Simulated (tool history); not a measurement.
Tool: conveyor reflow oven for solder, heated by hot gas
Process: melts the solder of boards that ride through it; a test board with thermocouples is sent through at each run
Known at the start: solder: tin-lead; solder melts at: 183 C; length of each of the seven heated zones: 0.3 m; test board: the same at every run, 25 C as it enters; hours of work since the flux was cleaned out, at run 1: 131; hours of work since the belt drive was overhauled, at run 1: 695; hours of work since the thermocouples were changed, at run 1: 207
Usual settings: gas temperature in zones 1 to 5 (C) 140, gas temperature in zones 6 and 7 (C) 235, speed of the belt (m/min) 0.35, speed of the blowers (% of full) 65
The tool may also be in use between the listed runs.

run	hour	gas temperature in zones 1 to 5 (C)	gas temperature in zones 6 and 7 (C)	speed of the belt (m/min)	speed of the blowers (% of full)	hours of work since the flux was cleaned out	hours of work since the belt drive was overhauled	hours of work since the thermocouples were changed	highest temperature of the board (C)	time above the solder's melting point (s)
1	0	140	235	0.35	65	131	695	207	217.5	78
2	5.6	140	235	0.291	65	135	699	211	222.6	101.8
3	11.2	140	235	0.291	65	139	703	215	222.3	101.3
4	20.8	140	235	0.291	65	146	710	222	222.1	101.2
5	27.7	140	235	0.291	65	151	715	227	221.8	100.9
6	38.5	140	235	0.35	65	159	722	234	216.4	77.4
7	45.7	140	235	0.35	65	164	727	239	216.2	77.3
8	51.2	140	235	0.35	65	168	731	243	216.4	77.1
9	56.7	140	235	0.35	65	172	735	247	216.8	77
10	66.5	140	235	0.35	65	179	742	254	216.2	77.3
11	77.2	140	235	0.35	65	186	750	262	216.7	76.9
# hour 85: flux residue cleaned out of gas plates and filters
12	91.1	140	235	0.35	65	4	756	268	217.7	78.3
13	98.6	140	235	0.35	65	10	761	273	217.1	78.5
14	105.4	140	235	0.35	65	14	766	278	217.3	78.5
# hour 116.3: belt drive overhauled, speed set with a stopwatch
15	120	140	235	0.35	65	22	3	286	217.2	79.3

Forecast run 16:
16	130.5	140	235	0.35	65	29	10	293	?	?

highest temperature of the board (C): 217.3
time above the solder's melting point (s): 78.9
Without the tool's hidden state the same run would have given highest temperature of the board (C) 217.6, time above the solder's melting point (s) 77.9.
